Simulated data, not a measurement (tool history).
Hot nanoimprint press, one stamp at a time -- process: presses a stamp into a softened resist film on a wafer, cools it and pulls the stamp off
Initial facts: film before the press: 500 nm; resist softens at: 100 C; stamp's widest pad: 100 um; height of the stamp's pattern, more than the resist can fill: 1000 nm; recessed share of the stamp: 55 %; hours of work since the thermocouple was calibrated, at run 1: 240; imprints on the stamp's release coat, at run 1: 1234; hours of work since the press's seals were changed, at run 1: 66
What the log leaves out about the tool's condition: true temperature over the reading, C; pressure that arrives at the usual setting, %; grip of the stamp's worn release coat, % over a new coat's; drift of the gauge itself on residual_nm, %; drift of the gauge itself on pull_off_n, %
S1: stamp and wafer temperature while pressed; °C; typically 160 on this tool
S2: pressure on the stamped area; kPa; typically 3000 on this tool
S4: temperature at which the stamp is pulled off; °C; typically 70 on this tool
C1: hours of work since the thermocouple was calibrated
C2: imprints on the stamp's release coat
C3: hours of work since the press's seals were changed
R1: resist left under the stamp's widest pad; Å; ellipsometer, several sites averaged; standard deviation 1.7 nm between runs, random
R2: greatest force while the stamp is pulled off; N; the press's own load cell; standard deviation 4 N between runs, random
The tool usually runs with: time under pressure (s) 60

{"run": 1, "hour": 0.0, "S1": 160, "S2": 3000, "time under pressure (s)": 60, "S4": 70, "C1": 240, "C2": 1234, "C3": 66, "R1": 2509, "R2": 247}
{"run": 2, "hour": 18.2, "S1": 153, "S2": 3000, "time under pressure (s)": 60, "S4": 70, "C1": 249, "C2": 1288, "C3": 75, "R1": 3605, "R2": 238}
{"run": 3, "hour": 45.3, "S1": 153, "S2": 3000, "time under pressure (s)": 60, "S4": 70, "C1": 262, "C2": 1369, "C3": 88, "R1": 3599, "R2": 239}
{"run": 4, "hour": 71.5, "S1": 160, "S2": 3000, "time under pressure (s)": 60, "S4": 70, "C1": 275, "C2": 1448, "C3": 101, "R1": 2510, "R2": 242}
{"run": 5, "hour": 102.3, "S1": 160, "S2": 3000, "time under pressure (s)": 60, "S4": 70, "C1": 290, "C2": 1540, "C3": 116, "R1": 2528, "R2": 254}
{"run": 6, "hour": 130.7, "S1": 160, "S2": 3000, "time under pressure (s)": 60, "S4": 70, "C1": 303, "C2": 1625, "C3": 129, "R1": 2510, "R2": 251}
{"run": 7, "hour": 163.5, "S1": 160, "S2": 3000, "time under pressure (s)": 60, "S4": 70, "C1": 319, "C2": 1723, "C3": 145, "R1": 2492, "R2": 253}
{"hour": 198.6, "done": "stamp cleaned and given a new release coat"}
{"run": 8, "hour": 198.6, "S1": 160, "S2": 3000, "time under pressure (s)": 60, "S4": 66, "C1": 333, "C2": 0, "C3": 159, "R1": 2467, "R2": 202}
{"run": 9, "hour": 228.0, "S1": 160, "S2": 3000, "time under pressure (s)": 60, "S4": 66, "C1": 348, "C2": 89, "C3": 174, "R1": 2464, "R2": 204}
{"run": 10, "hour": 244.4, "S1": 160, "S2": 3000, "time under pressure (s)": 60, "S4": 66, "C1": 356, "C2": 138, "C3": 181, "R1": 2515, "R2": 203}
{"run": 11, "hour": 275.6, "S1": 160, "S2": 3000, "time under pressure (s)": 60, "S4": 66, "C1": 371, "C2": 231, "C3": 197, "R1": 2484, "R2": 207}
{"hour": 311.1, "done": "plate thermocouple calibrated"}
{"run": 12, "hour": 311.6, "S1": 160, "S2": 4350, "time under pressure (s)": 60, "S4": 70, "C1": 0, "C2": 330, "C3": 213, "R1": 2360, "R2": 202}
{"run": 13, "hour": 326.3, "S1": 160, "S2": 4350, "time under pressure (s)": 60, "S4": 70, "C1": 7, "C2": 374, "C3": 220, "R1": 2403, "R2": 201}

Predict the results of run 14:
{"run": 14, "hour": 350.5, "S1": 160, "S2": 4350, "time under pressure (s)": 60, "S4": 70, "C1": 19, "C2": 447, "C3": 231, "R1": "?", "R2": "?"}

For run 14 the tool returned R1 2397 Å, R2 210 N.
Had the tool carried no hidden state, the very same run would have given R1 2351 Å, R2 192 N.
